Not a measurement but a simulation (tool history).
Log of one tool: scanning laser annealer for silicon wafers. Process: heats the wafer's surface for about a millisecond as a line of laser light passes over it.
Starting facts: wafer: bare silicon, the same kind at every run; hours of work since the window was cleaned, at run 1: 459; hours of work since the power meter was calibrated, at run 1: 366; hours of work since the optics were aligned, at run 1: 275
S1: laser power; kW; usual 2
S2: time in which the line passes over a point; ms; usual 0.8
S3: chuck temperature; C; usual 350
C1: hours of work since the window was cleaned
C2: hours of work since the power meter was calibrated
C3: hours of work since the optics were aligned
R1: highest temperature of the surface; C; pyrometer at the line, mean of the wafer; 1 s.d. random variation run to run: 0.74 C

Run 1, hour 0: usual settings; C1 459; C2 366; C3 275. Result: R1 1155.3 C.
Run 2, hour 63.6: usual settings; C1 484; C2 392; C3 301. Result: R1 1154.1 C.
Run 3, hour 120.1: usual settings but S3 352 C; C1 507; C2 415; C3 323. Result: R1 1157.5 C.
Run 4, hour 182.6: usual settings but S3 352 C; C1 532; C2 440; C3 348. Result: R1 1156.4 C.
Run 5, hour 226.7: usual settings but S3 352 C; C1 550; C2 457; C3 366. Result: R1 1158.1 C.
Run 6, hour 270.3: usual settings but S3 369 C; C1 567; C2 475; C3 384. Result: R1 1173.2 C.
Run 7, hour 306.5: usual settings but S1 1.805 kW; C1 582; C2 489; C3 398. Result: R1 1083.5 C.
Run 8, hour 366.4: usual settings but S1 1.805 kW; C1 606; C2 513; C3 422. Result: R1 1082.9 C.
Run 9, hour 406.9: usual settings but S1 1.805 kW; C1 622; C2 529; C3 438. Result: R1 1083 C.
Run 10, hour 451.6: usual settings but S1 1.805 kW; C1 640; C2 547; C3 456. Result: R1 1084.2 C.
Run 11, hour 500.3: usual settings but S1 1.805 kW; C1 659; C2 567; C3 476. Result: R1 1083.9 C.
Run 12, hour 549.1: usual settings but S1 1.96 kW; C1 679; C2 586; C3 495. Result: R1 1138.9 C.
Run 13, hour 592: usual settings but S1 1.96 kW; C1 696; C2 603; C3 512. Result: R1 1139 C.
Run 14, hour 631.3: usual settings but S1 1.96 kW; C1 712; C2 619; C3 528. Result: R1 1139.4 C.
Run 15, hour 697.3: usual settings; C1 738; C2 645; C3 554. Result: R1 1153.5 C.
Run 16, hour 752.4: usual settings but S2 0.722 ms; C1 760; C2 668; C3 576. Result: R1 1114.1 C.
Run 17, hour 802.4: usual settings but S1 1.867 kW, S3 334 C; C1 780; C2 687; C3 596. Result: R1 1090.2 C.
Run 18, hour 857.4: usual settings but S1 1.814 kW, S2 0.671 ms, S3 323 C; C1 802; C2 710; C3 618. Result: R1 994.8 C.
Run 19, hour 905.6: usual settings but S1 1.814 kW, S2 0.671 ms, S3 323 C; C1 821; C2 729; C3 638. Result: R1 994.5 C.
Run 20, hour 947.5: usual settings but S1 2.072 kW, S2 0.89 ms; C1 838; C2 746; C3 654. Result: R1 1226.9 C.
Run 21, hour 999.8: usual settings but S1 2.072 kW, S2 0.601 ms, S3 339 C; C1 859; C2 766; C3 675. Result: R1 1054.7 C.
Run 22, hour 1049.2: usual settings but S1 1.724 kW, S2 0.981 ms, S3 311 C; C1 879; C2 786; C3 695. Result: R1 1091.6 C.
At hour 1073.2: window over the wafer cleaned.
Run 23, hour 1086.4: usual settings but S1 2.09 kW, S2 0.827 ms, S3 349 C; C1 5; C2 800; C3 709. Result: R1 1200.4 C.
Run 24, hour 1129.1: usual settings but S1 1.86 kW, S2 0.858 ms, S3 355 C; C1 22; C2 817; C3 726. Result: R1 1133.6 C.
Run 25, hour 1193.9: usual settings but S1 2.186 kW, S3 389 C; C1 48; C2 843; C3 752. Result: R1 1259.1 C.
Run 26, hour 1237.8: usual settings but S1 2.182 kW, S2 0.798 ms, S3 315 C; C1 66; C2 861; C3 770. Result: R1 1183 C.
Run 27, hour 1279: usual settings but S1 1.978 kW; C1 82; C2 877; C3 786. Result: R1 1146.8 C.
Run 28, hour 1320.8: usual settings but S1 1.978 kW; C1 99; C2 894; C3 803. Result: R1 1145.1 C.
Run 29, hour 1359.8: usual settings but S3 318 C; C1 115; C2 910; C3 819. Result: R1 1121.2 C.
Run 30, hour 1422.8: usual settings but S3 318 C; C1 140; C2 935; C3 844. Result: R1 1121.1 C.
Run 31, hour 1453.6: usual settings but S3 318 C; C1 152; C2 947; C3 856. Result: R1 1120.7 C.

What if the next run were any one of these 3? Each begins from the tool's condition after run 31:
Run A, hour 1504.9: usual settings but S1 2.02 kW; C1 173; C2 968; C3 877. Result: R1 ?.
Run B, hour 1504.9: usual settings but S1 1.964 kW, S2 0.837 ms, S3 363 C; C1 173; C2 968; C3 877. Result: R1 ?.
Run C, hour 1504.9: usual settings but S2 0.87 ms, S3 316 C; C1 173; C2 968; C3 877. Result: R1 ?.

run      R1
  A  1159.3
  B    1172
  C  1153.1
What these runs would have given with no unlogged condition in the tool:
run      R1
  A  1162.3
  B  1175.1
  C  1156.2

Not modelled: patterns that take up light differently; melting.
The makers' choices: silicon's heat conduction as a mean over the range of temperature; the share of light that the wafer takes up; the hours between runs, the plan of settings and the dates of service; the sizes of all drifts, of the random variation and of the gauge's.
